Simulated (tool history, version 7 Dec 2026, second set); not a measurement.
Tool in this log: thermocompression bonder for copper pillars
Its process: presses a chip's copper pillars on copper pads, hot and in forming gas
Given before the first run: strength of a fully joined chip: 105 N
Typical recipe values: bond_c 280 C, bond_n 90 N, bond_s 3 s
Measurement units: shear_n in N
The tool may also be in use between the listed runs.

run 1 hour=0 | bond_c=280 bond_n=90 bond_s=3 | shear_n=54
run 2 hour=19.9 | bond_c=280 bond_n=73 bond_s=3 | shear_n=46.5
run 3 hour=33.1 | bond_c=280 bond_n=73 bond_s=3 | shear_n=46.2
run 4 hour=47 | bond_c=280 bond_n=90 bond_s=3 | shear_n=54.9
run 5 hour=60.6 | bond_c=280 bond_n=90 bond_s=3 | shear_n=56.2
run 6 hour=82.1 | bond_c=280 bond_n=132 bond_s=3 | shear_n=70.7
run 7 hour=95 | bond_c=280 bond_n=132 bond_s=3 | shear_n=71.3
run 8 hour=111 | bond_c=280 bond_n=132 bond_s=3 | shear_n=70.9
run 9 hour=132.7 | bond_c=280 bond_n=132 bond_s=3 | shear_n=71.5
run 10 hour=146.3 | bond_c=280 bond_n=132 bond_s=3 | shear_n=72.5
-- hour=151.3 forming gas filter changed
run 11 hour=156.5 | bond_c=280 bond_n=132 bond_s=3 | shear_n=72.2
run 12 hour=170.3 | bond_c=280 bond_n=55 bond_s=3 | shear_n=36.8
run 13 hour=182.8 | bond_c=280 bond_n=55 bond_s=3 | shear_n=36.6
run 14 hour=192.2 | bond_c=280 bond_n=55 bond_s=3 | shear_n=36.5
run 15 hour=205.9 | bond_c=280 bond_n=90 bond_s=3 | shear_n=54.8
run 16 hour=222 | bond_c=269 bond_n=90 bond_s=3 | shear_n=47.6
run 17 hour=231.6 | bond_c=269 bond_n=90 bond_s=3 | shear_n=48.2
run 18 hour=248.4 | bond_c=269 bond_n=90 bond_s=3 | shear_n=47.6
run 19 hour=270.7 | bond_c=269 bond_n=90 bond_s=3 | shear_n=48.1
-- hour=288.5 heater calibrated with a thermocouple chip
run 20 hour=289.2 | bond_c=269 bond_n=90 bond_s=3 | shear_n=47.8
run 21 hour=303.8 | bond_c=301 bond_n=103 bond_s=4 | shear_n=79.7
run 22 hour=323.6 | bond_c=301 bond_n=103 bond_s=4 | shear_n=78.3
run 23 hour=340.8 | bond_c=301 bond_n=103 bond_s=4 | shear_n=79.2
run 24 hour=363.1 | bond_c=301 bond_n=103 bond_s=4 | shear_n=78.4
run 25 hour=373.5 | bond_c=255 bond_n=76 bond_s=7 | shear_n=46.3
run 26 hour=388 | bond_c=255 bond_n=76 bond_s=7 | shear_n=47.4
run 27 hour=399.1 | bond_c=255 bond_n=74 bond_s=2 | shear_n=27.3
run 28 hour=413.9 | bond_c=264 bond_n=63 bond_s=2 | shear_n=27.2
run 29 hour=425.2 | bond_c=308 bond_n=105 bond_s=2 | shear_n=71.9
run 30 hour=444.6 | bond_c=308 bond_n=112 bond_s=5 | shear_n=89.8
run 31 hour=456.8 | bond_c=286 bond_n=58 bond_s=3 | shear_n=42
run 32 hour=468.8 | bond_c=272 bond_n=58 bond_s=3 | shear_n=34.5
run 33 hour=484.4 | bond_c=297 bond_n=58 bond_s=3 | shear_n=47.2
run 34 hour=501 | bond_c=297 bond_n=58 bond_s=3 | shear_n=48
run 35 hour=523.2 | bond_c=280 bond_n=90 bond_s=7 | shear_n=70.6
run 36 hour=538.4 | bond_c=280 bond_n=90 bond_s=7 | shear_n=71.7
run 37 hour=556.3 | bond_c=280 bond_n=90 bond_s=7 | shear_n=70.6
run 38 hour=573.9 | bond_c=280 bond_n=90 bond_s=7 | shear_n=70.6
run 39 hour=585.3 | bond_c=276 bond_n=90 bond_s=7 | shear_n=68

3 options for the next run, each taken on its own from the tool as it stands now. Forecast them:
run A hour=596.1 | bond_c=269 bond_n=74 bond_s=2 | shear_n=?
run B hour=596.1 | bond_c=280 bond_n=90 bond_s=2 | shear_n=?
run C hour=596.1 | bond_c=281 bond_n=55 bond_s=3 | shear_n=?

run=A shear_n=35.5
run=B shear_n=47.4
run=C shear_n=37.1
With the hidden condition removed and each run's random variation left untouched, the same runs would have given:
run=A shear_n=35.6
run=B shear_n=47.6
run=C shear_n=37.3

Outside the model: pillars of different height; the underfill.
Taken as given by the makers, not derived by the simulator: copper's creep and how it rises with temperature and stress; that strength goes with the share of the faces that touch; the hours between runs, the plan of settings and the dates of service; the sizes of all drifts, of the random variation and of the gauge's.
